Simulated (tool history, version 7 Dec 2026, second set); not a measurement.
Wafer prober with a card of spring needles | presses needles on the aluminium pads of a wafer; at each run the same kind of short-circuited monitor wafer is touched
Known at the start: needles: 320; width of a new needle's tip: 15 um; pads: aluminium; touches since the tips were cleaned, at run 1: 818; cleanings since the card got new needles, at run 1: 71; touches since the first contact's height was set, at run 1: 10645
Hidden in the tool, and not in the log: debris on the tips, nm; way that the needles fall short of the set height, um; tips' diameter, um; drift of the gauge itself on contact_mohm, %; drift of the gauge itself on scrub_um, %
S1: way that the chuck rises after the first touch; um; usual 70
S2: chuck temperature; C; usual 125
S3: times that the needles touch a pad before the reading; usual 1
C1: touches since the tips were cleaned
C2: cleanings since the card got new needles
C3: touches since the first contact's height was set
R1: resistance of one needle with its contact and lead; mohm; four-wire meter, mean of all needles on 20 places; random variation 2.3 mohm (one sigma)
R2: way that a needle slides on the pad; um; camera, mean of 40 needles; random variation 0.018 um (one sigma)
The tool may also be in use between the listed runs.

run	hour	S1	S2	S3	C1	C2	C3	R1	R2
1	0.0	70	125	1	818	71	10645	260	14.60
# hour 24.3: tips cleaned on abrasive film
2	50.2	70	125	1	7728	72	25579	258	14.61
# hour 54.3: tips cleaned on abrasive film
3	78.3	70	70	1	7144	73	33892	246	14.61
# hour 81.7: tips cleaned on abrasive film
4	105.8	53	70	1	7173	74	42068	247	11.07
# hour 108.5: tips cleaned on abrasive film
# hour 135.2: tips cleaned on abrasive film
5	152.8	53	70	2	5234	76	55992	249	11.09
# hour 165.5: tips cleaned on abrasive film
# hour 192.5: tips cleaned on abrasive film
# hour 206.0: height of the first contact set anew
6	215.2	70	125	1	6676	78	2725	261	14.64
# hour 220.0: tips cleaned on abrasive film
7	244.5	78	125	1	7306	79	11444	257	16.31
# hour 247.3: tips cleaned on abrasive film
# hour 274.8: tips cleaned on abrasive film
8	288.4	75	102	1	4048	81	24446	249	15.71
# hour 303.3: tips cleaned on abrasive film
9	323.1	75	102	1	5890	82	34739	253	15.71
# hour 330.8: tips cleaned on abrasive film
10	356.4	54	79	1	7643	83	44650	251	11.33
# hour 362.0: tips cleaned on abrasive film
# hour 390.8: tips cleaned on abrasive film
11	414.4	54	42	1	7025	85	61855	239	11.33
# hour 418.8: tips cleaned on abrasive film
# hour 447.1: tips cleaned on abrasive film
# hour 447.4: height of the first contact set anew
12	447.4	62	32	2	0	87	0	232	12.97

Some steps in R2 between neighbouring runs. How much of each would the tool show without its hidden state too (settings, what came in, random variation), and how much is left for the hidden state, with any gauge scatter that isn't in both results?
Run 2 -> 3: S2 125 -> 70, tips cleaned on abrasive film. R2 +0.00 um: hidden state +0.01, all else -0.01.
Run 9 -> 10: S1 75 -> 54, S2 102 -> 79, tips cleaned on abrasive film. R2 -4.38 um: hidden state -0.01, all else -4.37.

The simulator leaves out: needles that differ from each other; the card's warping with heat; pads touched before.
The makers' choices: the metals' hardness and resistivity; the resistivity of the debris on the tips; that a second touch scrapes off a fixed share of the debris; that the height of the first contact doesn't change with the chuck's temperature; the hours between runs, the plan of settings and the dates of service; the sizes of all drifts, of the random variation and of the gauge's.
